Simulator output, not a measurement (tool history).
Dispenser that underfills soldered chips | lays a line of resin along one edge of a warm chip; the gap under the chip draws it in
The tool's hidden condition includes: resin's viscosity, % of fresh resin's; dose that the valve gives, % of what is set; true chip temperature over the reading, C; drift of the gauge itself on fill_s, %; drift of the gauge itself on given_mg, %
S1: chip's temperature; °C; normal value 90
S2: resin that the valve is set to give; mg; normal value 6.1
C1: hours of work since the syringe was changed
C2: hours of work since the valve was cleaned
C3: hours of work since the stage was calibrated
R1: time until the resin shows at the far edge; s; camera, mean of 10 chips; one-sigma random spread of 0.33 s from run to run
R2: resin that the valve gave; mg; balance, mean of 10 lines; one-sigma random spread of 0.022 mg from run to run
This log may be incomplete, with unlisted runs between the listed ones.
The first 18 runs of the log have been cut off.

Run 19, hour 84.7: usual settings but S1 92 °C, S2 5.81 mg; C1 8; C2 133; C3 101. Result: R1 21.6 s, R2 5.52 mg.
At hour 86.5: dispensing valve cleaned and set on the balance.
At hour 90.4: new syringe of resin.
Run 20, hour 90.9: usual settings but S1 92 °C, S2 5.81 mg; C1 0; C2 3; C3 105. Result: R1 11.6 s, R2 5.82 mg.
Run 21, hour 94.9: usual settings but S1 92 °C, S2 5.81 mg; C1 3; C2 6; C3 108. Result: R1 15.4 s, R2 5.82 mg.
Run 22, hour 99.5: usual settings but S1 101 °C, S2 5.59 mg; C1 7; C2 10; C3 112. Result: R1 13.7 s, R2 5.54 mg.
Run 23, hour 104.1: usual settings but S1 101 °C, S2 5.59 mg; C1 11; C2 13; C3 115. Result: R1 17.2 s, R2 5.56 mg.
At hour 104.9: new syringe of resin.
Run 24, hour 108.3: usual settings but S1 103 °C, S2 7.53 mg; C1 3; C2 16; C3 118. Result: R1 8.7 s, R2 7.49 mg.
Run 25, hour 111.8: usual settings but S1 99 °C, S2 6.01 mg; C1 5; C2 19; C3 121. Result: R1 12.6 s, R2 5.99 mg.
Run 26, hour 116.1: usual settings but S1 99 °C, S2 6.01 mg; C1 9; C2 22; C3 124. Result: R1 16.7 s, R2 5.96 mg.
At hour 119.2: new syringe of resin.
Run 27, hour 121.7: usual settings but S1 80 °C, S2 5.95 mg; C1 2; C2 26; C3 128. Result: R1 23.3 s, R2 5.89 mg.
Run 28, hour 125.6: usual settings but S1 95 °C, S2 6.19 mg; C1 5; C2 29; C3 131. Result: R1 15 s, R2 6.16 mg.
Run 29, hour 128.2: usual settings but S1 95 °C, S2 7.14 mg; C1 7; C2 31; C3 133. Result: R1 17.5 s, R2 7.03 mg.
At hour 133.6: new syringe of resin.
Run 30, hour 133.9: usual settings but S1 99 °C, S2 5.84 mg; C1 0; C2 36; C3 137. Result: R1 8.7 s, R2 5.79 mg.
Run 31, hour 138.7: usual settings but S1 99 °C, S2 7.67 mg; C1 4; C2 39; C3 141. Result: R1 11.2 s, R2 7.58 mg.
Run 32, hour 143.2: usual settings but S1 78 °C, S2 6.11 mg; C1 7; C2 43; C3 145. Result: R1 39.4 s, R2 6.02 mg.
Run 33, hour 146.5: usual settings but S1 100 °C, S2 5.21 mg; C1 10; C2 45; C3 147. Result: R1 18 s, R2 5.14 mg.
At hour 148.1: new syringe of resin.
Run 34, hour 149.5: usual settings but S1 100 °C, S2 5.21 mg; C1 1; C2 47; C3 149. Result: R1 8.6 s, R2 5.14 mg.
Run 35, hour 152.4: usual settings but S1 100 °C, S2 5.21 mg; C1 3; C2 49; C3 151. Result: R1 11.4 s, R2 5.12 mg.

Here are 5 independent what-if runs from the current tool condition. What would each one return?
Run A, hour 157.3: usual settings but S1 98 °C, S2 5.59 mg; C1 7; C2 53; C3 155. Result: R1 ?, R2 ?.
Run B, hour 157.3: usual settings but S1 95 °C, S2 5.64 mg; C1 7; C2 53; C3 155. Result: R1 ?, R2 ?.
Run C, hour 157.3: usual settings but S1 94 °C, S2 7.21 mg; C1 7; C2 53; C3 155. Result: R1 ?, R2 ?.
Run D, hour 157.3: usual settings but S1 77 °C; C1 7; C2 53; C3 155. Result: R1 ?, R2 ?.
Run E, hour 157.3: usual settings but S2 6.9 mg; C1 7; C2 53; C3 155. Result: R1 ?, R2 ?.

run    R1    R2
  A  15.9  5.53
  B  18.3  5.53
  C  17.9   7.1
  D  41.4  5.99
  E    22  6.78
Without the tool's unlogged condition, the same runs would have read:
run    R1    R2
  A     9  5.62
  B  10.6  5.62
  C  10.2  7.21
  D  23.9  6.08
  E  12.6  6.89
